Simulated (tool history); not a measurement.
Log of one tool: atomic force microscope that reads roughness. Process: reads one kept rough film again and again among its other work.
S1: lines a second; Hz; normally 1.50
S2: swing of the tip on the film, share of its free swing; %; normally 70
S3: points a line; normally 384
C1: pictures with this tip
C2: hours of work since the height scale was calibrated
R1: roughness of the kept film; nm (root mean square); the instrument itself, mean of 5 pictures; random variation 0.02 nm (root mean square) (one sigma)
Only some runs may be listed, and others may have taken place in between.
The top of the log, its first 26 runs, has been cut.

run,hour,S1,S2,S3,C1,C2,R1
# hour 1301.6: height scale calibrated on a step standard
27,1302.0,2.00,74,929,346,0,4.188
# hour 1328.6: new tip fitted
28,1370.7,3.87,74,366,49,45,4.320
29,1399.3,1.24,70,384,82,63,4.714
30,1465.9,1.24,70,384,158,107,4.583
31,1495.7,1.24,70,384,192,126,4.545
32,1538.9,1.24,70,384,242,155,4.449
33,1593.6,1.15,75,416,305,191,4.315
34,1623.8,1.15,75,416,339,210,4.292
# hour 1656.5: new tip fitted
35,1656.5,0.75,85,591,0,231,4.807
36,1724.1,0.70,75,740,78,275,4.749
37,1787.4,0.70,75,740,150,317,4.637
38,1819.7,0.70,75,740,187,338,4.562
39,1871.4,0.70,75,740,247,372,4.490
40,1905.1,1.98,65,838,286,394,4.319
41,1974.4,1.01,61,388,365,439,4.345

Branching from run 41: 3 alternative next runs. What would each branch give?
# hour 1984.9: new tip fitted
A,2041.4,1.51,86,380,64,482,?
# hour 1984.9: new tip fitted
B,2041.4,1.01,61,309,64,482,?
# hour 1984.9: new tip fitted
C,2041.4,1.32,70,276,64,482,?

run,R1
A,4.432
B,4.784
C,4.683
The same runs, with their run-to-run variation unchanged, on a tool lacking any hidden condition would have given:
run,R1
A,4.573
B,4.935
C,4.831

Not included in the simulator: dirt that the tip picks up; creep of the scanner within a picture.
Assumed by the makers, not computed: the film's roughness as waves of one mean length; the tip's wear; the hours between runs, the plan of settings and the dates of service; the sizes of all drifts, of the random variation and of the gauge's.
